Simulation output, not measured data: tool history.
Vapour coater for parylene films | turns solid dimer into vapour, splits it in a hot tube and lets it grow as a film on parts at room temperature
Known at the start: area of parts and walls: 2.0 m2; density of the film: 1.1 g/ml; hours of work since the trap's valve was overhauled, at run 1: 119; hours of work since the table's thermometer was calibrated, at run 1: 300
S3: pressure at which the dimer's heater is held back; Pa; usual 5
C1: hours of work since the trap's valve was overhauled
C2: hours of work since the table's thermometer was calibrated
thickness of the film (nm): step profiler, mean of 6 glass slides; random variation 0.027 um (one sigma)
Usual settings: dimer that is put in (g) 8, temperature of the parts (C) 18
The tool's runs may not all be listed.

Run 1, day 0: usual settings; C1 119; C2 300. Result: thickness of the film (nm) 2160.
Run 2, day 0.288: usual settings; C1 124; C2 305. Result: thickness of the film (nm) 2140.
Run 3, day 0.671: usual settings; C1 131; C2 312. Result: thickness of the film (nm) 2140.
Run 4, day 1.079: usual settings; C1 138; C2 320. Result: thickness of the film (nm) 2180.
Run 5, day 1.575: usual settings; C1 147; C2 329. Result: thickness of the film (nm) 2160.
Run 6, day 2.125: usual settings; C1 157; C2 338. Result: thickness of the film (nm) 2130.
Run 7, day 2.458: usual settings; C1 163; C2 344. Result: thickness of the film (nm) 2160.
Run 8, day 2.733: usual settings; C1 168; C2 349. Result: thickness of the film (nm) 2080.
Run 9, day 3.188: usual settings but temperature of the parts (C) 14; C1 176; C2 358. Result: thickness of the film (nm) 2400.
Run 10, day 3.579: usual settings but temperature of the parts (C) 14; C1 183; C2 365. Result: thickness of the film (nm) 2410.
Run 11, day 4.054: usual settings but temperature of the parts (C) 19; C1 192; C2 373. Result: thickness of the film (nm) 2080.
Run 12, day 4.571: usual settings but temperature of the parts (C) 19; C1 201; C2 382. Result: thickness of the film (nm) 2020.
Run 13, day 5.088: usual settings but temperature of the parts (C) 19; C1 210; C2 392. Result: thickness of the film (nm) 2000.
Run 14, day 5.408: usual settings; C1 216; C2 397. Result: thickness of the film (nm) 2090.
Run 15, day 6.079: usual settings but S3 8.16 Pa; C1 228; C2 409. Result: thickness of the film (nm) 1950.
Run 16, day 6.404: usual settings; C1 234; C2 415. Result: thickness of the film (nm) 2040.
At day 6.879: trap's valve overhauled.
Run 17, day 7.162: usual settings; C1 5; C2 426. Result: thickness of the film (nm) 2220.
Run 18, day 7.738: usual settings; C1 15; C2 436. Result: thickness of the film (nm) 2270.
Run 19, day 8.196: usual settings; C1 24; C2 444. Result: thickness of the film (nm) 2260.
Run 20, day 8.821: usual settings; C1 35; C2 456. Result: thickness of the film (nm) 2260.
Run 21, day 9.275: usual settings; C1 43; C2 464. Result: thickness of the film (nm) 2270.
Run 22, day 9.638: usual settings; C1 49; C2 470. Result: thickness of the film (nm) 2260.
Run 23, day 9.925: usual settings; C1 55; C2 475. Result: thickness of the film (nm) 2240.
Run 24, day 10.533: usual settings but temperature of the parts (C) 14; C1 66; C2 486. Result: thickness of the film (nm) 2530.
Run 25, day 10.838: usual settings but temperature of the parts (C) 14; C1 71; C2 492. Result: thickness of the film (nm) 2500.
Run 26, day 11.321: usual settings but dimer that is put in (g) 3, temperature of the parts (C) 14, S3 11.56 Pa; C1 80; C2 501. Result: thickness of the film (nm) 870.
Run 27, day 11.767: usual settings but temperature of the parts (C) 14; C1 88; C2 509. Result: thickness of the film (nm) 2500.
Run 28, day 12.196: usual settings but dimer that is put in (g) 10, temperature of the parts (C) 12, S3 7.9 Pa; C1 95; C2 516. Result: thickness of the film (nm) 3160.
Run 29, day 12.558: usual settings but dimer that is put in (g) 7, S3 11.24 Pa; C1 102; C2 523. Result: thickness of the film (nm) 1690.
Run 30, day 13.229: usual settings but dimer that is put in (g) 9, temperature of the parts (C) 29, S3 11.24 Pa; C1 114; C2 535. Result: thickness of the film (nm) 1610.
Run 31, day 13.9: usual settings but temperature of the parts (C) 29, S3 2.26 Pa; C1 126; C2 547. Result: thickness of the film (nm) 1710.
Run 32, day 14.512: usual settings but temperature of the parts (C) 16; C1 137; C2 558. Result: thickness of the film (nm) 2320.
Run 33, day 15.017: usual settings but dimer that is put in (g) 3, temperature of the parts (C) 12, S3 11.19 Pa; C1 146; C2 567. Result: thickness of the film (nm) 880.
Run 34, day 15.667: usual settings but dimer that is put in (g) 9, S3 4.34 Pa; C1 158; C2 579. Result: thickness of the film (nm) 2470.
Run 35, day 16.008: usual settings but dimer that is put in (g) 9, S3 4.34 Pa; C1 164; C2 585. Result: thickness of the film (nm) 2450.
Run 36, day 16.525: usual settings but dimer that is put in (g) 9, temperature of the parts (C) 27, S3 4.98 Pa; C1 173; C2 594. Result: thickness of the film (nm) 1800.
Run 37, day 16.946: usual settings but dimer that is put in (g) 5, temperature of the parts (C) 10, S3 4.98 Pa; C1 181; C2 602. Result: thickness of the film (nm) 1720.
Run 38, day 17.579: usual settings but dimer that is put in (g) 9, temperature of the parts (C) 10, S3 4.77 Pa; C1 192; C2 613. Result: thickness of the film (nm) 3080.
Run 39, day 17.95: usual settings but dimer that is put in (g) 7, temperature of the parts (C) 24, S3 4.77 Pa; C1 199; C2 620. Result: thickness of the film (nm) 1560.
Run 40, day 18.362: usual settings but dimer that is put in (g) 7, temperature of the parts (C) 24, S3 4.77 Pa; C1 206; C2 627. Result: thickness of the film (nm) 1540.
Run 41, day 18.833: usual settings but dimer that is put in (g) 7, temperature of the parts (C) 24, S3 4.77 Pa; C1 215; C2 635. Result: thickness of the film (nm) 1540.
Run 42, day 19.408: usual settings but dimer that is put in (g) 7, temperature of the parts (C) 24, S3 4.77 Pa; C1 225; C2 646. Result: thickness of the film (nm) 1480.
Run 43, day 19.888: usual settings but temperature of the parts (C) 24, S3 8.96 Pa; C1 234; C2 654. Result: thickness of the film (nm) 1590.
At day 20.383: trap's valve overhauled.
Run 44, day 20.546: usual settings but temperature of the parts (C) 24, S3 8.96 Pa; C1 3; C2 663. Result: thickness of the film (nm) 1770.
Run 45, day 20.842: usual settings but temperature of the parts (C) 24, S3 8.96 Pa; C1 8; C2 669. Result: thickness of the film (nm) 1760.
Run 46, day 21.471: usual settings but temperature of the parts (C) 24, S3 8.96 Pa; C1 19; C2 680. Result: thickness of the film (nm) 1740.
Run 47, day 21.854: usual settings but temperature of the parts (C) 24, S3 8.96 Pa; C1 26; C2 687. Result: thickness of the film (nm) 1720.
Run 48, day 22.358: usual settings but S3 2.23 Pa; C1 35; C2 696. Result: thickness of the film (nm) 2460.

The same runs without the tool's hidden state, with the same run-to-run variation:
The hidden state here: vapour lost through the trap's worn valve, %; true temperature of the parts over the reading, C; drift of the gauge itself on film_um, %.
run  thickness of the film (nm)
  1                        2280
  2                        2280
  3                        2280
  4                        2330
  5                        2320
  6                        2300
  7                        2330
  8                        2260
  9                        2610
 10                        2630
 11                        2270
 12                        2220
 13                        2210
 14                        2310
 15                        2170
 16                        2280
 17                        2240
 18                        2310
 19                        2300
 20                        2310
 21                        2330
 22                        2340
 23                        2320
 24                        2630
 25                        2600
 26                         910
 27                        2620
 28                        3330
 29                        1790
 30                        1700
 31                        1820
 32                        2490
 33                         950
 34                        2680
 35                        2660
 36                        1960
 37                        1880
 38                        3380
 39                        1720
 40                        1700
 41                        1700
 42                        1650
 43                        1780
 44                        1790
 45                        1790
 46                        1780
 47                        1770
 48                        2530
